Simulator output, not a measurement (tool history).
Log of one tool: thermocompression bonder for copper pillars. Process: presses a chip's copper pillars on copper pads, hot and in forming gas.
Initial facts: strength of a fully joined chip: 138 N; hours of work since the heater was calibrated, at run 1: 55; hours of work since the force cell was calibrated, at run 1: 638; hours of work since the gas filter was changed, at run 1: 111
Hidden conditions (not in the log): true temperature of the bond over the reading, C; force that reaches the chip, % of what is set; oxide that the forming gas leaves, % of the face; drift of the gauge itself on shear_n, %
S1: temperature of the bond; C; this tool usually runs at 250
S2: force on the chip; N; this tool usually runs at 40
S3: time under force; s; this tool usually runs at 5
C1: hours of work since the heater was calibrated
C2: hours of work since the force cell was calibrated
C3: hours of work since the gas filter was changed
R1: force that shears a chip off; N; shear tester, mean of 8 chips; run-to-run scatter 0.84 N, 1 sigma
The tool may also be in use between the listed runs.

Run 1, hour 0.0: usual settings; C1 55; C2 638; C3 111. Result: R1 97.1 N.
Run 2, hour 6.6: usual settings; C1 58; C2 641; C3 114. Result: R1 96.3 N.
Run 3, hour 17.0: usual settings; C1 63; C2 645; C3 118. Result: R1 96.0 N.
Run 4, hour 27.3: usual settings; C1 67; C2 649; C3 123. Result: R1 96.2 N.
Run 5, hour 36.0: usual settings; C1 71; C2 653; C3 126. Result: R1 97.0 N.
Run 6, hour 45.7: usual settings; C1 75; C2 657; C3 131. Result: R1 98.3 N.
Run 7, hour 50.3: usual settings; C1 77; C2 659; C3 132. Result: R1 98.0 N.
Run 8, hour 55.9: usual settings; C1 79; C2 661; C3 135. Result: R1 97.4 N.
Run 9, hour 61.7: usual settings; C1 81; C2 664; C3 137. Result: R1 96.5 N.
Run 10, hour 67.8: usual settings; C1 84; C2 666; C3 140. Result: R1 95.8 N.
At hour 69.2: forming gas filter changed.
Run 11, hour 79.1: usual settings; C1 88; C2 671; C3 4. Result: R1 98.5 N.
Run 12, hour 83.7: usual settings; C1 90; C2 673; C3 6. Result: R1 100.5 N.
Run 13, hour 89.8: usual settings; C1 93; C2 675; C3 9. Result: R1 99.9 N.
Run 14, hour 99.0: usual settings; C1 97; C2 679; C3 13. Result: R1 100.2 N.
Run 15, hour 105.0: usual settings; C1 99; C2 682; C3 15. Result: R1 98.5 N.
Run 16, hour 110.9: usual settings; C1 102; C2 684; C3 18. Result: R1 99.4 N.
Run 17, hour 115.6: usual settings; C1 104; C2 686; C3 19. Result: R1 100.7 N.
Run 18, hour 122.1: usual settings; C1 106; C2 689; C3 22. Result: R1 99.6 N.
Run 19, hour 133.5: usual settings but S2 43 N; C1 111; C2 694; C3 27. Result: R1 101.9 N.
Run 20, hour 138.2: usual settings but S1 279 C, S2 34 N, S3 11 s; C1 113; C2 696; C3 29. Result: R1 127.8 N.
Run 21, hour 146.9: usual settings but S1 279 C, S2 34 N, S3 11 s; C1 117; C2 699; C3 33. Result: R1 128.9 N.

For run 22, what comes out?
Run 22, hour 156.9: usual settings but S1 279 C, S2 34 N, S3 11 s; C1 121; C2 703; C3 37. Result: R1 ?.

Run 22 came out at R1 127.6 N.
Without the tool's hidden state the same run would have given R1 126.6 N.

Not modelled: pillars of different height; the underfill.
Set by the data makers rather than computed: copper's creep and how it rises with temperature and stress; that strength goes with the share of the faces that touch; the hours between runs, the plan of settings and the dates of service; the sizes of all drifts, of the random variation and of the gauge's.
